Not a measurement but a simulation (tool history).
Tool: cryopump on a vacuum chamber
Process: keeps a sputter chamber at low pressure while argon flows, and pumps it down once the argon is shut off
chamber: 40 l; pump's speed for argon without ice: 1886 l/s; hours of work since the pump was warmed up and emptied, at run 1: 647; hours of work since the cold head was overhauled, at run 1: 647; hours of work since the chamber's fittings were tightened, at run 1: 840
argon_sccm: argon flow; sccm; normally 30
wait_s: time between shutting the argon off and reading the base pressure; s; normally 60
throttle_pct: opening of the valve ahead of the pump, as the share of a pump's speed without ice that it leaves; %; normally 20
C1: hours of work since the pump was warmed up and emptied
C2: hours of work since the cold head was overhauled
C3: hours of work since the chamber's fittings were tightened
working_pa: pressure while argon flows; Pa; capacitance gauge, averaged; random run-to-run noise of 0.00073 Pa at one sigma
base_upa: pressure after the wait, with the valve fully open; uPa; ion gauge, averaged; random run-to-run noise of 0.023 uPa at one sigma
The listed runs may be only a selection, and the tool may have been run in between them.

run 1 day=0.000 | argon_sccm=30 wait_s=60 throttle_pct=20 | C1=647 C2=647 C3=840 | working_pa=0.1396 base_upa=1.53
run 2 day=0.929 | argon_sccm=30 wait_s=60 throttle_pct=20 | C1=664 C2=664 C3=857 | working_pa=0.1405 base_upa=1.53
run 3 day=1.725 | argon_sccm=39 wait_s=60 throttle_pct=20 | C1=678 C2=678 C3=871 | working_pa=0.1813 base_upa=1.63
run 4 day=2.167 | argon_sccm=39 wait_s=60 throttle_pct=20 | C1=686 C2=686 C3=879 | working_pa=0.1812 base_upa=1.57
run 5 day=2.971 | argon_sccm=39 wait_s=60 throttle_pct=20 | C1=700 C2=700 C3=894 | working_pa=0.1826 base_upa=1.61
run 6 day=3.821 | argon_sccm=39 wait_s=60 throttle_pct=20 | C1=716 C2=716 C3=909 | working_pa=0.1828 base_upa=1.65
run 7 day=4.354 | argon_sccm=30 wait_s=60 throttle_pct=20 | C1=725 C2=725 C3=919 | working_pa=0.1398 base_upa=1.61
run 8 day=5.204 | argon_sccm=30 wait_s=242 throttle_pct=20 | C1=741 C2=741 C3=934 | working_pa=0.1407 base_upa=1.13
run 9 day=6.079 | argon_sccm=30 wait_s=242 throttle_pct=20 | C1=757 C2=757 C3=950 | working_pa=0.1402 base_upa=1.23
run 10 day=6.925 | argon_sccm=30 wait_s=42 throttle_pct=34 | C1=772 C2=772 C3=965 | working_pa=0.0854 base_upa=2.00
run 11 day=7.792 | argon_sccm=36 wait_s=29 throttle_pct=34 | C1=788 C2=788 C3=981 | working_pa=0.1036 base_upa=2.43
run 12 day=8.279 | argon_sccm=53 wait_s=60 throttle_pct=55 | C1=796 C2=796 C3=990 | working_pa=0.0979 base_upa=1.74
run 13 day=8.742 | argon_sccm=53 wait_s=60 throttle_pct=55 | C1=805 C2=805 C3=998 | working_pa=0.0981 base_upa=1.77
run 14 day=9.204 | argon_sccm=53 wait_s=60 throttle_pct=55 | C1=813 C2=813 C3=1006 | working_pa=0.0989 base_upa=1.72
run 15 day=10.058 | argon_sccm=12 wait_s=23 throttle_pct=22 | C1=829 C2=829 C3=1022 | working_pa=0.0519 base_upa=2.86
run 16 day=10.892 | argon_sccm=40 wait_s=216 throttle_pct=20 | C1=844 C2=844 C3=1037 | working_pa=0.1893 base_upa=1.31

What if the next run were any one of these 3? Each begins from the tool's condition after run 16:
run A day=11.304 | argon_sccm=17 wait_s=28 throttle_pct=50 | C1=851 C2=851 C3=1044 | working_pa=? base_upa=?
run B day=11.304 | argon_sccm=40 wait_s=117 throttle_pct=20 | C1=851 C2=851 C3=1044 | working_pa=? base_upa=?
run C day=11.304 | argon_sccm=40 wait_s=278 throttle_pct=20 | C1=851 C2=851 C3=1044 | working_pa=? base_upa=?

run=A working_pa=0.0341 base_upa=2.49
run=B working_pa=0.1887 base_upa=1.44
run=C working_pa=0.1903 base_upa=1.26
Without the tool's hidden state the same runs would have given:
run=A working_pa=0.0300 base_upa=1.52
run=B working_pa=0.1790 base_upa=0.48
run=C working_pa=0.1806 base_upa=0.30

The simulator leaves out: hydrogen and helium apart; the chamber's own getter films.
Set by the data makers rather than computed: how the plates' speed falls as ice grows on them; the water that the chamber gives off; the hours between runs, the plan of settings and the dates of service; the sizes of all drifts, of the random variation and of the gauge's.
